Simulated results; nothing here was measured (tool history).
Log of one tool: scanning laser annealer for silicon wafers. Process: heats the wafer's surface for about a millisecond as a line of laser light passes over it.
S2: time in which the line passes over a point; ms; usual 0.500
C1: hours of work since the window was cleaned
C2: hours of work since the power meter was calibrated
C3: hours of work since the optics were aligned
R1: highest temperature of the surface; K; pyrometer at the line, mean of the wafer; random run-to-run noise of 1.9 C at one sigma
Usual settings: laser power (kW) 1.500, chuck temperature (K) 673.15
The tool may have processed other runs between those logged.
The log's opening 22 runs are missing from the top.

{"run": 23, "hour": 1443.0, "laser power (kW)": 1.642, "S2": 0.505, "chuck temperature (K)": 689.15, "C1": 170, "C2": 2687, "C3": 875, "R1": 1528.15}
{"run": 24, "hour": 1522.7, "laser power (kW)": 1.642, "S2": 0.505, "chuck temperature (K)": 689.15, "C1": 233, "C2": 2750, "C3": 938, "R1": 1523.15}
{"run": 25, "hour": 1606.0, "laser power (kW)": 1.346, "S2": 0.536, "chuck temperature (K)": 673.15, "C1": 298, "C2": 2816, "C3": 1003, "R1": 1335.15}
{"run": 26, "hour": 1685.3, "laser power (kW)": 1.5, "S2": 0.568, "chuck temperature (K)": 665.15, "C1": 361, "C2": 2878, "C3": 1066, "R1": 1438.15}
{"run": 27, "hour": 1747.0, "laser power (kW)": 1.633, "S2": 0.5, "chuck temperature (K)": 703.15, "C1": 410, "C2": 2927, "C3": 1115, "R1": 1508.15}
{"hour": 1798.6, "done": "optics aligned, line set to its width"}
{"run": 28, "hour": 1798.6, "laser power (kW)": 1.633, "S2": 0.5, "chuck temperature (K)": 703.15, "C1": 447, "C2": 2964, "C3": 0, "R1": 1521.15}
{"hour": 1878.2, "done": "window over the wafer cleaned"}
{"run": 29, "hour": 1883.3, "laser power (kW)": 1.633, "S2": 0.5, "chuck temperature (K)": 703.15, "C1": 4, "C2": 3029, "C3": 65, "R1": 1556.15}
{"run": 30, "hour": 1926.6, "laser power (kW)": 1.519, "S2": 0.5, "chuck temperature (K)": 689.15, "C1": 38, "C2": 3063, "C3": 100, "R1": 1462.15}
{"run": 31, "hour": 2001.9, "laser power (kW)": 1.519, "S2": 0.5, "chuck temperature (K)": 653.15, "C1": 98, "C2": 3123, "C3": 159, "R1": 1420.15}
{"run": 32, "hour": 2094.5, "laser power (kW)": 1.519, "S2": 0.36, "chuck temperature (K)": 706.15, "C1": 171, "C2": 3196, "C3": 232, "R1": 1367.15}
{"run": 33, "hour": 2187.2, "laser power (kW)": 1.519, "S2": 0.36, "chuck temperature (K)": 706.15, "C1": 244, "C2": 3269, "C3": 305, "R1": 1359.15}
{"run": 34, "hour": 2252.5, "laser power (kW)": 1.519, "S2": 0.36, "chuck temperature (K)": 706.15, "C1": 296, "C2": 3321, "C3": 357, "R1": 1355.15}

4 ways to go on from here, each from the tool as it stands after run 34. What would each give?
{"run": "A", "hour": 2306.4, "laser power (kW)": 1.5, "S2": 0.506, "chuck temperature (K)": 673.15, "C1": 338, "C2": 3363, "C3": 400, "R1": "?"}
{"run": "B", "hour": 2306.4, "laser power (kW)": 1.519, "S2": 0.36, "chuck temperature (K)": 634.15, "C1": 338, "C2": 3363, "C3": 400, "R1": "?"}
{"run": "C", "hour": 2306.4, "laser power (kW)": 1.581, "S2": 0.357, "chuck temperature (K)": 713.15, "C1": 338, "C2": 3363, "C3": 400, "R1": "?"}
{"run": "D", "hour": 2306.4, "laser power (kW)": 1.298, "S2": 0.496, "chuck temperature (K)": 678.15, "C1": 338, "C2": 3363, "C3": 400, "R1": "?"}

run=A R1=1415.15
run=B R1=1284.15
run=C R1=1392.15
run=D R1=1293.15
With no hidden state in the tool, these same runs would have given:
run=A R1=1455.15
run=B R1=1320.15
run=C R1=1429.15
run=D R1=1327.15

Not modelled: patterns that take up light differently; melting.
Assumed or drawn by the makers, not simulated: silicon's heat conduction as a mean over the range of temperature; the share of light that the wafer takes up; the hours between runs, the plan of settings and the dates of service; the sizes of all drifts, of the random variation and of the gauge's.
